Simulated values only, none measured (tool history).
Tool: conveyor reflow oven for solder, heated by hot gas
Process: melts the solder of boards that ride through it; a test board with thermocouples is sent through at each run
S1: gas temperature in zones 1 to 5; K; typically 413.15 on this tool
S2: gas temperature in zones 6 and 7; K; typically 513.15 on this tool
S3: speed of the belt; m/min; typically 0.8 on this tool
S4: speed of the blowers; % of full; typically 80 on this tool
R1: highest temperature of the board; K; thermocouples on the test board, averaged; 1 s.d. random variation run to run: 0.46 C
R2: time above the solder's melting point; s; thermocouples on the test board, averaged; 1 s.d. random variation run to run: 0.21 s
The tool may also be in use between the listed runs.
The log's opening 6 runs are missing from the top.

| run | hour | S1 | S2 | S3 | S4 | R1 | R2 |
|---|---|---|---|---|---|---|---|
| 7 | 131.5 | 413.15 | 523.15 | 0.8 | 80 | 504.15 | 39.9 |
| 8 | 158.1 | 413.15 | 513.15 | 0.8 | 80 | 495.05 | 36.7 |
| 9 | 185 | 413.15 | 513.15 | 0.8 | 80 | 495.05 | 36.8 |
| 10 | 207.5 | 413.15 | 513.15 | 0.804 | 80 | 495.35 | 36.3 |
| 11 | 230 | 413.15 | 513.15 | 0.804 | 69 | 491.45 | 34.5 |
| 12 | 253.6 | 413.15 | 513.15 | 0.8 | 79 | 494.85 | 36.2 |
| 13 | 273.5 | 413.15 | 522.15 | 0.8 | 79 | 502.55 | 39.2 |
| 14 | 298.2 | 413.15 | 522.15 | 0.8 | 79 | 502.35 | 38.8 |
| 15 | 324.1 | 409.15 | 513.15 | 0.8 | 80 | 494.55 | 35.4 |
| 16 | 338.5 | 413.15 | 513.15 | 0.647 | 65 | 496.65 | 46.4 |
|  | 345.3 | belt drive overhauled, speed set with a stopwatch |
| 17 | 368.1 | 407.15 | 511.15 | 0.85 | 89 | 492.35 | 32.6 |
| 18 | 385.6 | 413.15 | 505.15 | 0.8 | 53 | 478.15 | 25.7 |
|  | 408.1 | flux residue cleaned out of gas plates and filters |
|  | 416.1 | belt drive overhauled, speed set with a stopwatch, once more |
| 19 | 419.4 | 413.15 | 505.15 | 0.8 | 53 | 478.75 | 25.5 |
| 20 | 443.6 | 427.15 | 517.15 | 0.839 | 53 | 489.15 | 33.5 |
| 21 | 458.8 | 419.15 | 517.15 | 0.839 | 53 | 486.65 | 30.7 |
| 22 | 476.3 | 419.15 | 505.15 | 0.717 | 53 | 483.85 | 34.7 |
| 23 | 496.1 | 413.15 | 521.15 | 0.8 | 80 | 502.15 | 38.1 |
| 24 | 514.4 | 414.15 | 521.15 | 0.698 | 69 | 503.45 | 45.1 |
| 25 | 544.3 | 411.15 | 513.15 | 0.8 | 80 | 493.95 | 35.3 |
| 26 | 564.8 | 411.15 | 513.15 | 0.8 | 80 | 494.15 | 35.5 |
| 27 | 590.3 | 414.15 | 516.15 | 0.722 | 66 | 496.35 | 40.5 |
| 28 | 606.6 | 399.15 | 513.15 | 0.8 | 80 | 491.65 | 31.8 |
| 29 | 637.4 | 418.15 | 520.15 | 0.814 | 62 | 494.25 | 35.1 |
| 30 | 653.9 | 403.15 | 513.15 | 0.911 | 80 | 487.95 | 26.1 |

What if the next run were any one of these 5? Each begins from the tool's condition after run 30:
| A | 675.1 | 403.15 | 512.15 | 0.911 | 80 | ? | ? |
| B | 675.1 | 428.15 | 513.15 | 0.911 | 80 | ? | ? |
| C | 675.1 | 403.15 | 513.15 | 0.904 | 82 | ? | ? |
| D | 675.1 | 403.15 | 518.15 | 0.911 | 80 | ? | ? |
| E | 675.1 | 403.15 | 515.15 | 0.911 | 80 | ? | ? |

| run | R1 | R2 |
|---|---|---|
| A | 486.65 | 26.3 |
| B | 493.35 | 33.8 |
| C | 487.95 | 26.9 |
| D | 490.95 | 28.3 |
| E | 488.85 | 26.7 |
Stripped of hidden state, with their random variation kept, the same runs would have yielded:
| run | R1 | R2 |
|---|---|---|
| A | 489.45 | 27.6 |
| B | 495.85 | 34.6 |
| C | 490.75 | 28.1 |
| D | 493.85 | 29.5 |
| E | 491.75 | 27.9 |
